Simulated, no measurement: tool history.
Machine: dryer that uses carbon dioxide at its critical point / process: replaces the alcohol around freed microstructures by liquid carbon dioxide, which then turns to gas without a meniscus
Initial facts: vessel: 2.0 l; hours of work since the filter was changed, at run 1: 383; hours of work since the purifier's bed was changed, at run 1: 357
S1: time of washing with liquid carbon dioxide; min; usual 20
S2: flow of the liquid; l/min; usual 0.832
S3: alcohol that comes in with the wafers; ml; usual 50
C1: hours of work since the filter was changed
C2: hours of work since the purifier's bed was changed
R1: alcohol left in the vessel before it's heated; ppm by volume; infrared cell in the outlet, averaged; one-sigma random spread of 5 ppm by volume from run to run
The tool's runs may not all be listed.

{"run": 1, "hour": 0.0, "S1": 20, "S2": 0.832, "S3": 50, "C1": 383, "C2": 357, "R1": 116}
{"run": 2, "hour": 16.3, "S1": 20, "S2": 0.832, "S3": 50, "C1": 393, "C2": 367, "R1": 115}
{"run": 3, "hour": 35.1, "S1": 20, "S2": 0.832, "S3": 50, "C1": 403, "C2": 377, "R1": 121}
{"run": 4, "hour": 58.3, "S1": 20, "S2": 0.832, "S3": 50, "C1": 417, "C2": 391, "R1": 130}
{"run": 5, "hour": 79.0, "S1": 20, "S2": 0.832, "S3": 50, "C1": 429, "C2": 403, "R1": 120}
{"run": 6, "hour": 95.6, "S1": 20, "S2": 0.832, "S3": 50, "C1": 438, "C2": 412, "R1": 126}
{"run": 7, "hour": 121.1, "S1": 20, "S2": 0.832, "S3": 50, "C1": 453, "C2": 427, "R1": 137}
{"run": 8, "hour": 141.9, "S1": 20, "S2": 0.884, "S3": 50, "C1": 465, "C2": 439, "R1": 135}
{"run": 9, "hour": 162.0, "S1": 20, "S2": 0.884, "S3": 50, "C1": 477, "C2": 451, "R1": 128}
{"run": 10, "hour": 182.9, "S1": 20, "S2": 0.884, "S3": 50, "C1": 489, "C2": 463, "R1": 137}
{"run": 11, "hour": 206.3, "S1": 20, "S2": 0.884, "S3": 50, "C1": 502, "C2": 476, "R1": 128}
{"run": 12, "hour": 224.9, "S1": 20, "S2": 0.884, "S3": 50, "C1": 513, "C2": 487, "R1": 132}
{"run": 13, "hour": 242.7, "S1": 20, "S2": 0.71, "S3": 50, "C1": 523, "C2": 497, "R1": 214}
{"run": 14, "hour": 262.1, "S1": 20, "S2": 0.832, "S3": 50, "C1": 535, "C2": 509, "R1": 162}
{"run": 15, "hour": 284.7, "S1": 20, "S2": 0.832, "S3": 50, "C1": 548, "C2": 522, "R1": 167}
{"run": 16, "hour": 301.4, "S1": 13, "S2": 0.832, "S3": 50, "C1": 557, "C2": 531, "R1": 455}
{"run": 17, "hour": 315.4, "S1": 13, "S2": 0.892, "S3": 25, "C1": 565, "C2": 539, "R1": 254}
{"hour": 325.8, "done": "inlet filter changed"}
{"run": 18, "hour": 341.7, "S1": 20, "S2": 0.832, "S3": 105, "C1": 9, "C2": 554, "R1": 154}
{"run": 19, "hour": 356.7, "S1": 19, "S2": 0.832, "S3": 53, "C1": 18, "C2": 563, "R1": 157}
{"run": 20, "hour": 371.2, "S1": 19, "S2": 0.832, "S3": 53, "C1": 26, "C2": 571, "R1": 159}
{"run": 21, "hour": 391.1, "S1": 27, "S2": 0.832, "S3": 28, "C1": 38, "C2": 582, "R1": 151}
{"run": 22, "hour": 415.2, "S1": 27, "S2": 0.832, "S3": 28, "C1": 52, "C2": 596, "R1": 153}
{"run": 23, "hour": 428.5, "S1": 19, "S2": 1.364, "S3": 72, "C1": 59, "C2": 604, "R1": 163}
{"run": 24, "hour": 447.5, "S1": 20, "S2": 0.721, "S3": 48, "C1": 70, "C2": 615, "R1": 190}
{"run": 25, "hour": 462.2, "S1": 20, "S2": 0.721, "S3": 48, "C1": 79, "C2": 624, "R1": 184}
{"run": 26, "hour": 476.2, "S1": 20, "S2": 0.721, "S3": 48, "C1": 87, "C2": 632, "R1": 190}
{"run": 27, "hour": 498.5, "S1": 13, "S2": 1.063, "S3": 41, "C1": 100, "C2": 644, "R1": 187}
{"run": 28, "hour": 510.0, "S1": 17, "S2": 0.685, "S3": 50, "C1": 106, "C2": 651, "R1": 270}
{"run": 29, "hour": 525.8, "S1": 17, "S2": 0.685, "S3": 50, "C1": 116, "C2": 660, "R1": 268}
{"run": 30, "hour": 545.5, "S1": 17, "S2": 0.685, "S3": 50, "C1": 127, "C2": 672, "R1": 282}
{"run": 31, "hour": 565.9, "S1": 17, "S2": 0.632, "S3": 81, "C1": 139, "C2": 683, "R1": 456}
{"run": 32, "hour": 589.5, "S1": 20, "S2": 0.551, "S3": 97, "C1": 152, "C2": 697, "R1": 463}

What if the next run were any one of these 3? Each begins from the tool's condition after run 32:
{"run": "A", "hour": 602.6, "S1": 18, "S2": 1.12, "S3": 59, "C1": 160, "C2": 705, "R1": "?"}
{"run": "B", "hour": 602.6, "S1": 13, "S2": 1.25, "S3": 97, "C1": 160, "C2": 705, "R1": "?"}
{"run": "C", "hour": 602.6, "S1": 17, "S2": 1.266, "S3": 50, "C1": 160, "C2": 705, "R1": "?"}

run=A R1=196
run=B R1=204
run=C R1=192
Take away the tool's hidden state, keep each run's random variation, and the runs would have read:
run=A R1=11
run=B R1=18
run=C R1=12

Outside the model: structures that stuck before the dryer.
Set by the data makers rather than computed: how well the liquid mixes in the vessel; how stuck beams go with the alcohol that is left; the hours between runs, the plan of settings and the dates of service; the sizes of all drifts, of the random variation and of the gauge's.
